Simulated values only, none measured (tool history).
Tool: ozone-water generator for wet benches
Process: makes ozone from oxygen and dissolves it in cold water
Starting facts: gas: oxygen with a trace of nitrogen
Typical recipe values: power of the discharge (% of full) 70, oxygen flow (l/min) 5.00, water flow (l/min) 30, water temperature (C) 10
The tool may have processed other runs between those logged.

run,day,power of the discharge (% of full),oxygen flow (l/min),water flow (l/min),water temperature (C),dissolved ozone (ppm),ozone in the gas ahead of the water (g/m3)
1,0.000,70,5.00,30,10,24.2,254.7
2,3.488,70,5.00,23,10,31.0,258.0
# day 8.683: water thermometer calibrated
3,8.683,70,5.00,23,10,30.7,255.1
4,12.825,70,5.00,30,10,24.0,255.2
5,16.317,70,5.00,30,10,24.5,254.3
# day 19.008: contactor cleaned
6,21.550,70,5.00,30,10,24.5,253.2
7,24.600,70,5.00,35,10,20.8,254.1
8,28.858,70,5.00,35,10,20.9,251.3
9,32.554,70,5.00,30,10,24.5,253.7
10,36.250,70,5.00,30,10,24.1,253.8
11,41.479,70,5.00,30,5,25.3,251.5
12,45.133,70,5.00,41,10,18.0,248.7
13,50.062,70,5.00,30,10,24.4,250.5
14,53.671,70,5.00,30,10,24.5,251.3
15,57.954,70,5.00,30,10,24.4,248.6
16,62.425,70,5.00,30,7,25.0,247.2
17,66.829,53,5.00,30,8,20.5,204.4
18,70.883,53,5.00,30,8,20.1,201.5
# day 74.038: gauge calibrated
19,76.092,53,5.00,30,8,20.4,209.9
20,80.308,53,5.00,30,8,20.2,207.7
21,84.946,75,5.00,40,10,19.3,270.9
22,89.354,95,5.00,30,5,31.7,318.2
23,92.762,91,6.25,25,16,31.8,266.7
24,95.662,70,5.00,22,9,32.3,253.5
25,101.592,70,5.00,22,9,31.9,254.8
26,107.129,70,5.00,22,9,31.9,256.2
27,112.475,70,5.00,22,9,32.4,252.3
28,115.217,51,4.79,26,7,22.6,205.1
29,117.942,70,5.00,31,10,23.8,251.8
30,120.592,70,7.47,30,6,25.6,191.0
31,124.062,67,7.47,30,5,25.6,185.9
32,129.612,67,7.47,40,5,19.1,186.5

Below, some changes in ozone in the gas ahead of the water (g/m3) between adjacent runs. For each, the amount present without the hidden state too (settings, incoming material, random variation) and the amount remaining for the hidden state with gauge scatter not shared by both compared results:
Hidden conditions of the tool in this case: yield of the discharge, % of new electrodes'; contactor's efficiency, % of a clean one's; true water temperature over the reading, C; drift of the gauge itself on ozone_ppm, %; drift of the gauge itself on gas_g_m3, %.
Run 18 -> 19: gauge calibrated. ozone in the gas ahead of the water (g/m3) +8.4: hidden state +5.5, all else +2.9.
Run 20 -> 21: power of the discharge (% of full) 53 -> 75, water flow (l/min) 30 -> 40, water temperature (C) 8 -> 10. ozone in the gas ahead of the water (g/m3) +63.2: hidden state -0.7, all else +63.9.
Run 22 -> 23: power of the discharge (% of full) 95 -> 91, oxygen flow (l/min) 5.00 -> 6.25, water flow (l/min) 30 -> 25, water temperature (C) 5 -> 16. ozone in the gas ahead of the water (g/m3) -51.5: hidden state +0.0, all else -51.5.
Run 28 -> 29: power of the discharge (% of full) 51 -> 70, oxygen flow (l/min) 4.79 -> 5.00, water flow (l/min) 26 -> 31, water temperature (C) 7 -> 10. ozone in the gas ahead of the water (g/m3) +46.7: hidden state -1.1, all else +47.8.
Run 29 -> 30: oxygen flow (l/min) 5.00 -> 7.47, water flow (l/min) 31 -> 30, water temperature (C) 10 -> 6. ozone in the gas ahead of the water (g/m3) -60.8: hidden state +0.9, all else -61.7.

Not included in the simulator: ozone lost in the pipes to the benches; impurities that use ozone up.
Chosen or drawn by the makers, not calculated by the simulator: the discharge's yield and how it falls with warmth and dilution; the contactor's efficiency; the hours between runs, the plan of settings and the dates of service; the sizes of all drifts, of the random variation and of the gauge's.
